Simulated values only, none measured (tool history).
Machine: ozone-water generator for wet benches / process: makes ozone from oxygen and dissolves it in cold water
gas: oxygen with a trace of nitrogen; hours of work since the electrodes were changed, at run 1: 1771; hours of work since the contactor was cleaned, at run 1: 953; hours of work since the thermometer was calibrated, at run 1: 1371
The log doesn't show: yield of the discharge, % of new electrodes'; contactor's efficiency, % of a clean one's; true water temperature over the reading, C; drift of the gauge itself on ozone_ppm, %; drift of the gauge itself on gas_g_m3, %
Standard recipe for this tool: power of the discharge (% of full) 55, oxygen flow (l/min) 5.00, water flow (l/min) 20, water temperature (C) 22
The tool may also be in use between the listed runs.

| run | hour | power of the discharge (% of full) | oxygen flow (l/min) | water flow (l/min) | water temperature (C) | hours of work since the electrodes were changed | hours of work since the contactor was cleaned | hours of work since the thermometer was calibrated | dissolved ozone (ppm) | ozone in the gas ahead of the water (g/m3) |
|---|---|---|---|---|---|---|---|---|---|---|
| 1 | 0.0 | 55 | 5.00 | 20 | 22 | 1771 | 953 | 1371 | 14.6 | 130.4 |
| 2 | 57.7 | 55 | 5.00 | 15 | 22 | 1810 | 993 | 1411 | 18.0 | 129.4 |
| 3 | 101.7 | 55 | 5.12 | 20 | 22 | 1840 | 1023 | 1441 | 14.6 | 129.2 |
| 4 | 141.4 | 55 | 5.12 | 20 | 22 | 1868 | 1050 | 1468 | 14.6 | 127.5 |
| 5 | 181.8 | 55 | 5.12 | 20 | 22 | 1895 | 1078 | 1496 | 14.5 | 127.8 |
| 6 | 236.7 | 55 | 5.00 | 20 | 22 | 1933 | 1115 | 1533 | 14.4 | 129.3 |
| 7 | 266.1 | 55 | 5.00 | 20 | 22 | 1953 | 1136 | 1553 | 14.5 | 129.3 |
| 8 | 322.8 | 55 | 5.00 | 20 | 22 | 1992 | 1174 | 1592 | 14.4 | 128.8 |
| 9 | 364.9 | 55 | 5.00 | 20 | 22 | 2021 | 1203 | 1621 | 14.4 | 129.5 |
| 10 | 420.3 | 55 | 5.00 | 20 | 22 | 2059 | 1241 | 1659 | 14.4 | 127.9 |
| 11 | 448.3 | 55 | 5.00 | 20 | 22 | 2078 | 1260 | 1678 | 14.5 | 128.9 |
| 12 | 496.3 | 47 | 5.00 | 20 | 22 | 2111 | 1293 | 1711 | 13.1 | 119.4 |
| 13 | 555.2 | 47 | 5.00 | 20 | 22 | 2151 | 1334 | 1751 | 13.2 | 118.8 |
| 14 | 594.7 | 49 | 5.00 | 20 | 22 | 2178 | 1361 | 1779 | 13.7 | 121.1 |
| 15 | 630.7 | 49 | 5.00 | 20 | 22 | 2203 | 1385 | 1803 | 13.5 | 120.1 |
| 16 | 687.8 | 49 | 5.00 | 20 | 22 | 2242 | 1425 | 1842 | 13.3 | 119.9 |
| 17 | 735.2 | 49 | 5.00 | 20 | 22 | 2274 | 1457 | 1875 | 13.4 | 120.0 |
| 18 | 772.8 | 80 | 2.73 | 27 | 16 | 2300 | 1483 | 1901 | 12.8 | 212.4 |
| 19 | 810.4 | 85 | 2.85 | 13 | 29 | 2326 | 1509 | 1926 | 21.8 | 214.6 |
| 20 | 865.0 | 55 | 3.50 | 20 | 21 | 2363 | 1546 | 1964 | 13.9 | 152.2 |
| 21 | 920.7 | 55 | 3.50 | 20 | 21 | 2402 | 1584 | 2002 | 14.3 | 153.1 |
| 22 | 953.9 | 55 | 3.50 | 20 | 21 | 2424 | 1607 | 2025 | 13.9 | 152.0 |
|  | 959.8 | water thermometer calibrated |
| 23 | 1009.5 | 43 | 5.00 | 20 | 14 | 2462 | 1645 | 34 | 13.9 | 111.7 |
| 24 | 1036.8 | 87 | 6.81 | 25 | 18 | 2481 | 1663 | 53 | 16.2 | 140.4 |
| 25 | 1065.6 | 75 | 5.00 | 20 | 14 | 2501 | 1683 | 72 | 18.6 | 150.1 |
| 26 | 1092.5 | 75 | 5.00 | 20 | 14 | 2519 | 1702 | 91 | 19.0 | 150.6 |
| 27 | 1133.0 | 68 | 6.61 | 16 | 25 | 2547 | 1729 | 119 | 17.1 | 124.0 |
| 28 | 1161.1 | 85 | 2.95 | 25 | 18 | 2566 | 1749 | 138 | 14.2 | 206.3 |
| 29 | 1225.1 | 68 | 3.72 | 25 | 18 | 2610 | 1792 | 182 | 12.9 | 162.6 |
| 30 | 1272.8 | 55 | 3.04 | 27 | 19 | 2643 | 1825 | 214 | 10.3 | 162.3 |
|  | 1318.2 | water thermometer calibrated, once more |
| 31 | 1327.1 | 55 | 5.34 | 16 | 19 | 2679 | 1862 | 6 | 17.8 | 124.6 |
| 32 | 1358.6 | 55 | 3.13 | 22 | 16 | 2701 | 1884 | 28 | 13.2 | 160.1 |

Below are 4 alternative next runs, each starting from the tool's condition after run 32. Predict each:
| A | 1399.5 | 55 | 5.00 | 27 | 16 | 2729 | 1912 | 56 | ? | ? |
| B | 1399.5 | 76 | 3.90 | 22 | 22 | 2729 | 1912 | 56 | ? | ? |
| C | 1399.5 | 55 | 4.30 | 13 | 24 | 2729 | 1912 | 56 | ? | ? |
| D | 1399.5 | 55 | 3.13 | 25 | 15 | 2729 | 1912 | 56 | ? | ? |

| run | dissolved ozone (ppm) | ozone in the gas ahead of the water (g/m3) |
|---|---|---|
| A | 11.7 | 126.4 |
| B | 14.8 | 169.9 |
| C | 18.4 | 136.4 |
| D | 11.6 | 158.3 |
The same runs, with their run-to-run variation unchanged, on a tool lacking any hidden condition would have given:
| run | dissolved ozone (ppm) | ozone in the gas ahead of the water (g/m3) |
|---|---|---|
| A | 12.9 | 137.0 |
| B | 16.6 | 187.3 |
| C | 20.1 | 147.8 |
| D | 12.8 | 171.7 |

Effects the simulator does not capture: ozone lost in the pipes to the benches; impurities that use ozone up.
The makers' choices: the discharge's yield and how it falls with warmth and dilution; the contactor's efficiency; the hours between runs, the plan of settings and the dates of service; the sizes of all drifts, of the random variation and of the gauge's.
